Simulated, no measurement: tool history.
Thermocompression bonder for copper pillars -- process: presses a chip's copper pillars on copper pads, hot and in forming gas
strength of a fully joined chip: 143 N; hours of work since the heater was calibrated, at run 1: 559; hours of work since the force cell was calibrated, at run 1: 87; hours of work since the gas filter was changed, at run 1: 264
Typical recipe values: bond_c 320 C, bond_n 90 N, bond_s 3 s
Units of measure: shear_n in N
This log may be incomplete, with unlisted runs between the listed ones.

run,day,bond_c,bond_n,bond_s,hours of work since the heater was calibrated,hours of work since the force cell was calibrated,hours of work since the gas filter was changed,shear_n
1,0,320,90,3,559,87,264,87.7
2,0.329,320,90,3,563,90,267,86.4
3,0.671,320,90,3,567,94,271,89.3
4,1.15,320,90,3,572,99,276,87.1
5,1.592,320,90,5,576,104,281,99
6,1.921,320,105,5,580,107,284,108.5
7,2.246,320,112,3,583,111,288,98.8
8,2.533,320,112,3,587,114,291,98.4
9,3.042,320,72,3,592,119,296,76
10,3.321,320,72,3,595,122,299,74.9
11,3.788,340,90,3,600,127,304,98.3
# day 3.867: forming gas filter changed
12,4.054,320,90,3,603,130,2,95.4
13,4.538,307,90,3,608,135,7,87.8
14,5.025,307,90,3,613,140,12,85.3
15,5.388,305,90,7,617,144,16,107.2
16,5.762,315,90,2,621,148,20,81.8
17,5.992,349,93,2,624,151,23,100.6
# day 6.154: heater calibrated with a thermocouple chip
18,6.358,330,120,6,2,154,26,124.9
19,6.65,330,120,6,5,157,29,125.9
20,7.017,320,61,2,9,161,33,57
21,7.429,320,61,2,14,165,37,58.2
22,7.667,327,106,6,16,168,40,118.7
23,8.021,327,106,6,20,172,44,119.8
24,8.296,327,78,4,23,175,47,91.9
25,8.567,327,78,4,26,178,50,92.9

Same runs, no hidden state in the tool, same run-to-run variation:
Hidden state at play: true temperature of the bond over the reading, C; force that reaches the chip, % of what is set; oxide that the forming gas leaves, % of the face; drift of the gauge itself on shear_n, %.
run,shear_n
1,91
2,89.7
3,92.8
4,90.7
5,103.9
6,114.7
7,104
8,103.6
9,78.9
10,77.9
11,104.1
12,91.3
13,83.5
14,81.3
15,103.5
16,78
17,97.6
18,126.2
19,127.2
20,57.7
21,59
22,120.4
23,121.6
24,93.3
25,94.4
